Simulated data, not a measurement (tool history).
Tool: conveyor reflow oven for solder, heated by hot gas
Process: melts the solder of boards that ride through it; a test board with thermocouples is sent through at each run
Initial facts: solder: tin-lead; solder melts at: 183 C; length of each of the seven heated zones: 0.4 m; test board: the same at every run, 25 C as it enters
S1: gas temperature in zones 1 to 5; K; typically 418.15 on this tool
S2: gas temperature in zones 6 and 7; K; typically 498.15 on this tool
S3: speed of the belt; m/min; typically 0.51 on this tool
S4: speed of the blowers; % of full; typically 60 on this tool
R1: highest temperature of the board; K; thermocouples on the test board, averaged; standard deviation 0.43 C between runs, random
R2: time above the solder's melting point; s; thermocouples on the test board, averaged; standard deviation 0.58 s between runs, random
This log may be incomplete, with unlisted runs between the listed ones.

run	day	S1	S2	S3	S4	R1	R2
1	0	418.15	498.15	0.51	60	483.95	67.8
2	0.542	418.15	498.15	0.51	60	483.65	66.8
3	0.871	418.15	498.15	0.415	60	488.65	91.1
4	1.121	418.15	498.15	0.415	60	489.35	90.7
5	1.55	418.15	501.15	0.51	60	486.65	70.2
6	2.042	418.15	501.15	0.51	60	486.25	70.7
7	2.425	418.15	501.15	0.51	60	486.55	70.1
8	2.929	418.15	501.15	0.497	60	486.95	72.8
9	3.354	405.15	501.15	0.497	60	485.55	63.6
10	3.858	418.15	498.15	0.51	60	483.35	66.8
11	4.462	418.15	498.15	0.51	60	483.35	67.1
12	4.779	418.15	498.15	0.51	81	486.95	71.7
13	5.054	416.15	498.15	0.51	81	487.55	71.4
14	5.462	416.15	498.15	0.51	81	486.45	71.3
15	5.767	416.15	498.15	0.51	81	486.75	72.7
16	6.171	416.15	498.15	0.51	81	486.65	71.7
17	6.621	433.15	498.15	0.569	71	485.55	70.1
18	7.162	418.15	507.15	0.51	57	490.65	73.5
19	7.617	418.15	507.15	0.47	69	495.25	85.3
20	8.021	418.15	507.15	0.47	69	496.15	85.2
21	8.554	424.15	498.15	0.51	66	486.15	73.1
22	8.829	433.15	497.15	0.51	74	487.85	81.6
23	9.138	433.15	505.15	0.451	74	497.55	98.9
24	9.404	410.15	488.15	0.556	76	474.05	48.2
25	9.967	418.15	498.15	0.475	60	484.95	75.2
26	10.554	418.15	498.15	0.475	60	485.55	75.7
27	11.121	418.15	498.15	0.475	60	485.65	74.6
28	11.583	429.15	492.15	0.571	54	476.95	56.3
29	11.95	414.15	504.15	0.48	62	490.55	76.2
30	12.454	405.15	489.15	0.477	72	477.75	59.6

Here are 5 independent what-if runs from the current tool condition. What would each one return?
A	12.929	405.15	490.15	0.524	78	?	?
B	12.929	405.15	497.15	0.477	60	?	?
C	12.929	418.15	498.15	0.438	60	?	?
D	12.929	422.15	502.15	0.51	60	?	?
E	12.929	429.15	490.15	0.594	72	?	?

run	R1	R2
A	478.05	53.3
B	482.35	65
C	487.55	84.2
D	487.45	73.4
E	477.35	56.5
Had the tool no hidden state, the same runs would have come out as:
run	R1	R2
A	478.15	53.4
B	482.35	65
C	487.65	84.2
D	487.55	73.4
E	477.35	56.5
